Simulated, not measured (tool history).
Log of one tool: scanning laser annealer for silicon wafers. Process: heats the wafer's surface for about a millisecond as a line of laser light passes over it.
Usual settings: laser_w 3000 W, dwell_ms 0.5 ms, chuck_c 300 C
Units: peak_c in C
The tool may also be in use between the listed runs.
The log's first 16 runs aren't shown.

{"run": 17, "hour": 888.5, "laser_w": 2866, "dwell_ms": 0.5, "chuck_c": 300, "peak_c": 928}
{"run": 18, "hour": 945.5, "laser_w": 3151, "dwell_ms": 0.591, "chuck_c": 261, "peak_c": 1035}
{"hour": 958.9, "done": "window over the wafer cleaned"}
{"run": 19, "hour": 979.1, "laser_w": 2743, "dwell_ms": 0.564, "chuck_c": 309, "peak_c": 994}
{"run": 20, "hour": 1009.5, "laser_w": 2743, "dwell_ms": 0.564, "chuck_c": 309, "peak_c": 989}
{"run": 21, "hour": 1049.2, "laser_w": 2733, "dwell_ms": 0.367, "chuck_c": 271, "peak_c": 813}
{"run": 22, "hour": 1112.0, "laser_w": 3000, "dwell_ms": 0.511, "chuck_c": 284, "peak_c": 1011}
{"run": 23, "hour": 1143.4, "laser_w": 2564, "dwell_ms": 0.614, "chuck_c": 284, "peak_c": 929}
{"run": 24, "hour": 1183.1, "laser_w": 2564, "dwell_ms": 0.483, "chuck_c": 268, "peak_c": 842}
{"run": 25, "hour": 1223.0, "laser_w": 3076, "dwell_ms": 0.544, "chuck_c": 282, "peak_c": 1051}
{"run": 26, "hour": 1262.4, "laser_w": 3076, "dwell_ms": 0.544, "chuck_c": 282, "peak_c": 1048}
{"run": 27, "hour": 1318.2, "laser_w": 3000, "dwell_ms": 0.5, "chuck_c": 336, "peak_c": 1044}
{"run": 28, "hour": 1367.5, "laser_w": 3000, "dwell_ms": 0.5, "chuck_c": 336, "peak_c": 1040}
{"run": 29, "hour": 1429.1, "laser_w": 2716, "dwell_ms": 0.562, "chuck_c": 326, "peak_c": 979}
{"run": 30, "hour": 1480.8, "laser_w": 3000, "dwell_ms": 0.372, "chuck_c": 306, "peak_c": 907}
{"run": 31, "hour": 1526.9, "laser_w": 3000, "dwell_ms": 0.372, "chuck_c": 306, "peak_c": 904}
{"run": 32, "hour": 1576.5, "laser_w": 3000, "dwell_ms": 0.372, "chuck_c": 332, "peak_c": 930}
{"run": 33, "hour": 1640.7, "laser_w": 3153, "dwell_ms": 0.602, "chuck_c": 332, "peak_c": 1146}

Forecast each of these 5 alternatives for the next run:
{"run": "A", "hour": 1681.4, "laser_w": 2941, "dwell_ms": 0.487, "chuck_c": 266, "peak_c": "?"}
{"run": "B", "hour": 1681.4, "laser_w": 2960, "dwell_ms": 0.602, "chuck_c": 296, "peak_c": "?"}
{"run": "C", "hour": 1681.4, "laser_w": 2716, "dwell_ms": 0.524, "chuck_c": 296, "peak_c": "?"}
{"run": "D", "hour": 1681.4, "laser_w": 2651, "dwell_ms": 0.5, "chuck_c": 260, "peak_c": "?"}
{"run": "E", "hour": 1681.4, "laser_w": 3153, "dwell_ms": 0.563, "chuck_c": 290, "peak_c": "?"}

run=A peak_c=929
run=B peak_c=1043
run=C peak_c=920
run=D peak_c=850
run=E peak_c=1079
Without the tool's hidden state the same runs would have given:
run=A peak_c=979
run=B peak_c=1099
run=C peak_c=967
run=D peak_c=894
run=E peak_c=1138
